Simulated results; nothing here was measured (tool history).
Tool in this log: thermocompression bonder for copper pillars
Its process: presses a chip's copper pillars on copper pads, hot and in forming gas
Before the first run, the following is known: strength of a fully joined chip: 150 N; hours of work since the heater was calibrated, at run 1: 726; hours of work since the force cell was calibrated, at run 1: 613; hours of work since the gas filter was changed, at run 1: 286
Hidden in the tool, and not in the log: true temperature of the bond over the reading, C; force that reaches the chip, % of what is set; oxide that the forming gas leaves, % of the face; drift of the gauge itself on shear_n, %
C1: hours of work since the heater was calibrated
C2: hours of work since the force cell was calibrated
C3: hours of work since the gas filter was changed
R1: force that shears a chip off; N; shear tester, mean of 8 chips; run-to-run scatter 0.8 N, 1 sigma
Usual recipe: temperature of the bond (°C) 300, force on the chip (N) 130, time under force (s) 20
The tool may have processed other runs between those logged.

Run 1, day 0.000: usual settings; C1 726; C2 613; C3 286. Result: R1 56.8 N.
Run 2, day 2.121: usual settings; C1 756; C2 643; C3 316. Result: R1 56.7 N.
Run 3, day 5.358: usual settings; C1 801; C2 688; C3 361. Result: R1 56.8 N.
At day 7.033: forming gas filter changed.
Run 4, day 7.950: usual settings but temperature of the bond (°C) 324; C1 838; C2 725; C3 13. Result: R1 73.7 N.
Run 5, day 10.892: usual settings but temperature of the bond (°C) 324; C1 879; C2 766; C3 54. Result: R1 75.4 N.
Run 6, day 13.229: usual settings but temperature of the bond (°C) 324; C1 912; C2 799; C3 87. Result: R1 73.3 N.
Run 7, day 15.292: usual settings; C1 941; C2 828; C3 116. Result: R1 58.5 N.
Run 8, day 17.675: usual settings; C1 975; C2 862; C3 150. Result: R1 57.8 N.
Run 9, day 20.958: usual settings; C1 1021; C2 908; C3 196. Result: R1 56.6 N.
Run 10, day 24.204: usual settings but temperature of the bond (°C) 303; C1 1067; C2 954; C3 242. Result: R1 58.0 N.
Run 11, day 26.154: usual settings but temperature of the bond (°C) 303; C1 1094; C2 981; C3 270. Result: R1 58.4 N.
At day 26.462: heater calibrated with a thermocouple chip.
Run 12, day 28.158: usual settings but time under force (s) 17; C1 24; C2 1009; C3 297. Result: R1 51.7 N.
Run 13, day 31.508: usual settings but temperature of the bond (°C) 286, force on the chip (N) 126, time under force (s) 25; C1 71; C2 1056; C3 344. Result: R1 50.9 N.
At day 34.438: forming gas filter changed.
Run 14, day 34.438: usual settings but temperature of the bond (°C) 296, time under force (s) 47; C1 112; C2 1097; C3 0. Result: R1 74.9 N.
At day 36.662: heater calibrated with a thermocouple chip, once more.
Run 15, day 37.121: usual settings but temperature of the bond (°C) 296, time under force (s) 47; C1 6; C2 1133; C3 37. Result: R1 81.7 N.
Run 16, day 40.779: usual settings but temperature of the bond (°C) 281, force on the chip (N) 173, time under force (s) 15; C1 58; C2 1185; C3 88. Result: R1 55.0 N.
Run 17, day 42.679: usual settings but temperature of the bond (°C) 281, force on the chip (N) 173, time under force (s) 15; C1 85; C2 1212; C3 115. Result: R1 54.6 N.
Run 18, day 45.458: usual settings but temperature of the bond (°C) 275, force on the chip (N) 149, time under force (s) 15; C1 124; C2 1251; C3 154. Result: R1 44.9 N.
At day 46.842: force cell calibrated.
Run 19, day 49.162: usual settings; C1 175; C2 33; C3 206. Result: R1 61.6 N.
Run 20, day 51.258: usual settings but temperature of the bond (°C) 317, force on the chip (N) 105, time under force (s) 54; C1 205; C2 62; C3 235. Result: R1 86.2 N.
Run 21, day 54.992: usual settings but force on the chip (N) 184, time under force (s) 17; C1 258; C2 115; C3 288. Result: R1 73.1 N.
Run 22, day 56.533: usual settings but temperature of the bond (°C) 279, force on the chip (N) 105, time under force (s) 12; C1 279; C2 137; C3 310. Result: R1 32.1 N.
Run 23, day 59.329: usual settings but temperature of the bond (°C) 279, force on the chip (N) 105, time under force (s) 12; C1 319; C2 176; C3 349. Result: R1 31.1 N.

Forecast each of these 3 alternatives for the next run:
Run A, day 61.575: usual settings but temperature of the bond (°C) 279, force on the chip (N) 105, time under force (s) 22; C1 350; C2 208; C3 381. Result: R1 ?.
Run B, day 61.575: usual settings but temperature of the bond (°C) 328, force on the chip (N) 104, time under force (s) 34; C1 350; C2 208; C3 381. Result: R1 ?.
Run C, day 61.575: usual settings but temperature of the bond (°C) 278, force on the chip (N) 105, time under force (s) 12; C1 350; C2 208; C3 381. Result: R1 ?.

run    R1
  A  41.0
  B  77.9
  C  30.5
The same runs, with their run-to-run variation unchanged, on a tool lacking any hidden condition would have given:
run    R1
  A  43.8
  B  82.6
  C  32.6

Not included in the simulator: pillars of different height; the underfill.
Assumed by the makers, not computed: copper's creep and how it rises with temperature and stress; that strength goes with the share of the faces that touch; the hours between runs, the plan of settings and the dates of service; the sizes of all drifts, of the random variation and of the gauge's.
